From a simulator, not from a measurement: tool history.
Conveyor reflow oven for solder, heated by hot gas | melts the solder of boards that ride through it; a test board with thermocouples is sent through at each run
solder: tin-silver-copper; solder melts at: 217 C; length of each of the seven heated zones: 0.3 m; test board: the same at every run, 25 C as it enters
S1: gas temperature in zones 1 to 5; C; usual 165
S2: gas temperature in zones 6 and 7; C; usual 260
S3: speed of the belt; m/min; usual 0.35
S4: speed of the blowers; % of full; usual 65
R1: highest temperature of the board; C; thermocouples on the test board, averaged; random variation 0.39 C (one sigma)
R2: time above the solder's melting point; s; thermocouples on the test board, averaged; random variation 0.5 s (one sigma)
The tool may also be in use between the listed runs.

run	hour	S1	S2	S3	S4	R1	R2
1	0	165	260	0.35	65	244	63.7
# hour 41.1: flux residue cleaned out of gas plates and filters
2	61.9	165	260	0.35	65	245.9	66.6
3	138.3	165	271	0.35	65	255.2	77.2
4	226.9	165	260	0.35	65	244.5	66.4
5	326.9	165	260	0.35	65	244.5	65.6
6	417.3	165	260	0.35	65	243.3	64.8
7	515.3	165	260	0.35	65	243.8	64
8	575.5	165	260	0.35	65	242.5	63.6
9	640.8	159	269	0.405	58	242.5	49.8
10	687	159	269	0.405	58	242.1	49.2
# hour 731.6: flux residue cleaned out of gas plates and filters
11	782	165	263	0.298	65	251.3	90.8
12	853.8	150	263	0.38	65	240.4	51.3
13	912.7	179	251	0.376	65	236.3	58.2
14	983	179	251	0.376	65	235.4	56.3
15	1060.4	155	265	0.299	57	248.6	81.2
# hour 1106.8: thermocouples of zones 6 and 7 changed
16	1117.8	155	265	0.299	57	252.6	84.4

Forecast each of these 3 alternatives for the next run:
A	1204.9	155	263	0.299	59	?	?
B	1204.9	165	257	0.35	65	?	?
C	1204.9	154	259	0.35	57	?	?

run	R1	R2
A	250.2	83
B	242.9	65
C	241.3	56.6
Without the tool's hidden state the same runs would have given:
run	R1	R2
A	251.7	84.7
B	244.6	67.3
C	243.1	59.2
